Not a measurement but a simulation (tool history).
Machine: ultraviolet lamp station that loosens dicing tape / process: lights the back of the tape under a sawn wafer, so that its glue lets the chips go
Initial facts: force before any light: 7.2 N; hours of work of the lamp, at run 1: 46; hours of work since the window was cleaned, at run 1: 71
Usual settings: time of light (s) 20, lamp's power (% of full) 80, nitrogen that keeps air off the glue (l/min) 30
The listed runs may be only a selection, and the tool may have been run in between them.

run   hour  time of light (s)  lamp's power (% of full)  nitrogen that keeps air off the glue (l/min)  hours of work of the lamp  hours of work since the window was cleaned  force that peels the tape off (N)  light that reached the tape (J/m2)
  1    0.0                 20                        80                                            30                         46                                          71                              0.653                                4520
  2    5.0                 20                        80                                            30                         49                                          74                              0.642                                4500
  3   11.8                 20                        80                                            30                         54                                          79                              0.670                                4540
  4   20.5                 20                        80                                            30                         60                                          85                              0.624                                4550
  5   27.8                 20                        80                                            30                         65                                          90                              0.674                                4520
  6   32.1                 14                        80                                            30                         68                                          93                              1.265                                3180
  7   38.2                 14                        80                                            30                         72                                          97                              1.342                                3160
  8   42.1                 20                        79                                            30                         75                                          99                              0.659                                4420
  9   49.2                 20                        79                                            30                         79                                         104                              0.667                                4440
 10   57.5                 20                        71                                            30                         85                                         110                              0.883                                3950
 11   63.0                 20                        80                                            30                         89                                         114                              0.691                                4470
 12   68.8                 20                        80                                            48                         93                                         117                              0.481                                4470
 13   77.9                 20                        80                                            48                         99                                         124                              0.489                                4500
 14   81.8                 20                        80                                            48                        102                                         126                              0.512                                4490
 15   90.6                 20                        80                                            48                        108                                         132                              0.492                                4470
 16   94.7                 30                        80                                            48                        110                                         135                              0.217                                6750
 17  102.1                 30                        80                                            48                        115                                         140                              0.222                                6700
 18  110.5                 30                        80                                            48                        121                                         146                              0.210                                6620
 19  115.0                 30                        80                                            48                        124                                         149                              0.224                                6670
 20  120.0                 20                        80                                            20                        128                                         152                              0.917                                4420
 21  124.8                 23                        66                                            37                        131                                         156                              0.670                                4230
 22  133.4                 23                        66                                            50                        137                                         161                              0.568                                4250
 23  142.1                 16                        85                                            19                        143                                         167                              1.298                                3770
 24  147.6                 14                        70                                            30                        146                                         171                              1.662                                2720
 25  152.9                 20                        62                                            50                        150                                         175                              0.846                                3450
 26  157.5                 16                        71                                            16                        153                                         178                              1.889                                3140
 27  164.2                 27                        76                                            54                        158                                         182                              0.281                                5540
 28  170.2                 27                        76                                            54                        162                                         187                              0.285                                5650
 29  177.9                 39                        72                                            30                        167                                         192                              0.217                                7610
 30  186.2                 25                        76                                            33                        173                                         197                              0.461                                5220
 31  194.8                 25                        76                                            33                        178                                         203                              0.453                                5150
 32  203.7                 25                        76                                            33                        185                                         209                              0.481                                5220
 33  209.8                 25                        80                                            33                        189                                         213                              0.424                                5480
 34  218.5                 25                        80                                            33                        195                                         219                              0.401                                5460
 35  222.5                 34                        80                                            33                        197                                         222                              0.214                                7410
 36  229.9                 19                        98                                            14                        202                                         227                              0.966                                5010
 37  233.6                 19                        98                                            14                        205                                         230                              0.947                                5050

Below are 5 alternative next runs, each starting from the tool's condition after run 37. Predict each:
  A  239.3                 19                        75                                            25                        209                                         234                                  ?                                   ?
  B  239.3                 20                        80                                            17                        209                                         234                                  ?                                   ?
  C  239.3                 16                        86                                            13                        209                                         234                                  ?                                   ?
  D  239.3                 19                        87                                            14                        209                                         234                                  ?                                   ?
  E  239.3                 19                        98                                            32                        209                                         234                                  ?                                   ?

run  force that peels the tape off (N)  light that reached the tape (J/m2)
  A                              1.060                                3850
  B                              1.082                                4300
  C                              1.673                                3720
  D                              1.150                                4450
  E                              0.497                                5010
Stripped of hidden state, with their random variation kept, the same runs would have yielded:
run  force that peels the tape off (N)  light that reached the tape (J/m2)
  A                              0.921                                4150
  B                              0.941                                4640
  C                              1.496                                4010
  D                              1.006                                4800
  E                              0.419                                5410
